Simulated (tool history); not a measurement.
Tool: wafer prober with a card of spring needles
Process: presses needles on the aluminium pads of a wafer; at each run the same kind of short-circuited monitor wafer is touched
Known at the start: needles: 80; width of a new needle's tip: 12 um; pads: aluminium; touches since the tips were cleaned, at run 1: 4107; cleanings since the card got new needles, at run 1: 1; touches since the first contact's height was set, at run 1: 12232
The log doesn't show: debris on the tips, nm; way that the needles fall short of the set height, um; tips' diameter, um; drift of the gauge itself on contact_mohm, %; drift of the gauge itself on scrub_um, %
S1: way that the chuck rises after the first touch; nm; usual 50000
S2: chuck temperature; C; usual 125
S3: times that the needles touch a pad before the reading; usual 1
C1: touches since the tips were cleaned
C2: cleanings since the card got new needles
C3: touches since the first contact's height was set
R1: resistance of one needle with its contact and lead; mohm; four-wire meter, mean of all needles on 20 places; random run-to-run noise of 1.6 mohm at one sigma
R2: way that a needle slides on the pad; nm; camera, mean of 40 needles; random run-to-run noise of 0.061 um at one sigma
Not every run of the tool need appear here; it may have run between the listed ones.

Run 1, hour 0.0: usual settings; C1 4107; C2 1; C3 12232. Result: R1 161 mohm, R2 13990 nm.
Run 2, hour 7.6: usual settings; C1 5575; C2 1; C3 13700. Result: R1 162 mohm, R2 13860 nm.
Run 3, hour 13.0: usual settings but S1 57000 nm; C1 6618; C2 1; C3 14743. Result: R1 159 mohm, R2 15910 nm.
At hour 20.0: tips cleaned on abrasive film.
Run 4, hour 21.5: usual settings but S2 68 C; C1 299; C2 2; C3 16384. Result: R1 150 mohm, R2 13920 nm.
Run 5, hour 30.1: usual settings but S1 36000 nm; C1 1959; C2 2; C3 18044. Result: R1 167 mohm, R2 10000 nm.
Run 6, hour 34.8: usual settings but S1 36000 nm; C1 2879; C2 2; C3 18964. Result: R1 166 mohm, R2 9940 nm.
Run 7, hour 43.1: usual settings but S1 36000 nm; C1 4485; C2 2; C3 20570. Result: R1 166 mohm, R2 10020 nm.
Run 8, hour 52.2: usual settings but S1 36000 nm; C1 6251; C2 2; C3 22336. Result: R1 165 mohm, R2 9910 nm.
Run 9, hour 58.0: usual settings; C1 7377; C2 2; C3 23462. Result: R1 162 mohm, R2 13950 nm.
At hour 61.0: tips cleaned on abrasive film.
Run 10, hour 64.1: usual settings; C1 612; C2 3; C3 24619. Result: R1 163 mohm, R2 13940 nm.
Run 11, hour 68.1: usual settings; C1 1376; C2 3; C3 25383. Result: R1 161 mohm, R2 13820 nm.
Run 12, hour 73.7: usual settings; C1 2471; C2 3; C3 26478. Result: R1 159 mohm, R2 13800 nm.
Run 13, hour 77.7: usual settings but S2 56 C; C1 3240; C2 3; C3 27247. Result: R1 148 mohm, R2 13800 nm.
Run 14, hour 85.0: usual settings; C1 4669; C2 3; C3 28676. Result: R1 162 mohm, R2 13750 nm.
Run 15, hour 94.3: usual settings; C1 6460; C2 3; C3 30467. Result: R1 164 mohm, R2 13730 nm.
Run 16, hour 101.7: usual settings; C1 7890; C2 3; C3 31897. Result: R1 159 mohm, R2 13750 nm.
At hour 102.3: tips cleaned on abrasive film.
Run 17, hour 108.5: usual settings; C1 1217; C2 4; C3 33211. Result: R1 160 mohm, R2 13660 nm.
Run 18, hour 117.4: usual settings but S1 30000 nm; C1 2939; C2 4; C3 34933. Result: R1 168 mohm, R2 8230 nm.
Run 19, hour 122.5: usual settings but S1 30000 nm; C1 3925; C2 4; C3 35919. Result: R1 174 mohm, R2 8230 nm.
Run 20, hour 127.2: usual settings but S1 30000 nm; C1 4826; C2 4; C3 36820. Result: R1 172 mohm, R2 8110 nm.
Run 21, hour 133.7: usual settings but S1 33000 nm, S2 48 C, S3 3; C1 6093; C2 4; C3 38087. Result: R1 154 mohm, R2 9010 nm.
Run 22, hour 139.1: usual settings but S1 33000 nm, S2 48 C, S3 3; C1 7142; C2 4; C3 39136. Result: R1 156 mohm, R2 8940 nm.
At hour 143.6: tips cleaned on abrasive film.
Run 23, hour 145.5: usual settings but S1 67000 nm, S2 81 C, S3 3; C1 371; C2 5; C3 40352. Result: R1 150 mohm, R2 18240 nm.
Run 24, hour 153.4: usual settings but S2 59 C, S3 3; C1 1904; C2 5; C3 41885. Result: R1 149 mohm, R2 13620 nm.
Run 25, hour 160.2: usual settings but S2 59 C, S3 3; C1 3231; C2 5; C3 43212. Result: R1 150 mohm, R2 13540 nm.
Run 26, hour 165.6: usual settings but S1 37000 nm; C1 4275; C2 5; C3 44256. Result: R1 165 mohm, R2 9980 nm.
At hour 169.8: gauge calibrated.
Run 27, hour 171.5: usual settings but S1 40000 nm; C1 5422; C2 5; C3 45403. Result: R1 164 mohm, R2 11080 nm.
Run 28, hour 176.3: usual settings but S1 53000 nm, S2 85 C, S3 2; C1 6350; C2 5; C3 46331. Result: R1 153 mohm, R2 14630 nm.
Run 29, hour 181.7: usual settings but S1 43000 nm, S2 28 C; C1 7386; C2 5; C3 47367. Result: R1 147 mohm, R2 11950 nm.
At hour 184.9: tips cleaned on abrasive film.
Run 30, hour 185.6: usual settings but S1 36000 nm, S2 30 C; C1 132; C2 6; C3 48106. Result: R1 149 mohm, R2 10080 nm.
Run 31, hour 192.4: usual settings but S1 37000 nm, S3 2; C1 1460; C2 6; C3 49434. Result: R1 166 mohm, R2 10220 nm.
Run 32, hour 200.6: usual settings but S1 57000 nm, S2 47 C, S3 2; C1 3047; C2 6; C3 51021. Result: R1 146 mohm, R2 15960 nm.
Run 33, hour 205.2: usual settings but S1 57000 nm, S2 47 C, S3 2; C1 3928; C2 6; C3 51902. Result: R1 144 mohm, R2 15760 nm.
Run 34, hour 209.9: usual settings but S2 47 C; C1 4846; C2 6; C3 52820. Result: R1 147 mohm, R2 13790 nm.

Hidden state or all else? Some run-to-run changes of R2, split into what the settings, what came in and random variation would give without the hidden state, and what is left for the hidden state (with any gauge scatter that isn't in both results):
Run 17 -> 18: S1 50000 -> 30000. R2 -5430 nm: hidden state +80, all else -5510.
Run 22 -> 23: S1 33000 -> 67000, S2 48 -> 81, tips cleaned on abrasive film. R2 +9300 nm: hidden state -230, all else +9530.
Run 23 -> 24: S1 67000 -> 50000, S2 81 -> 59. R2 -4620 nm: hidden state +100, all else -4720.
Run 26 -> 27: S1 37000 -> 40000, gauge calibrated. R2 +1100 nm: hidden state +270, all else +830.
Run 31 -> 32: S1 37000 -> 57000, S2 125 -> 47. R2 +5740 nm: hidden state -30, all else +5770.

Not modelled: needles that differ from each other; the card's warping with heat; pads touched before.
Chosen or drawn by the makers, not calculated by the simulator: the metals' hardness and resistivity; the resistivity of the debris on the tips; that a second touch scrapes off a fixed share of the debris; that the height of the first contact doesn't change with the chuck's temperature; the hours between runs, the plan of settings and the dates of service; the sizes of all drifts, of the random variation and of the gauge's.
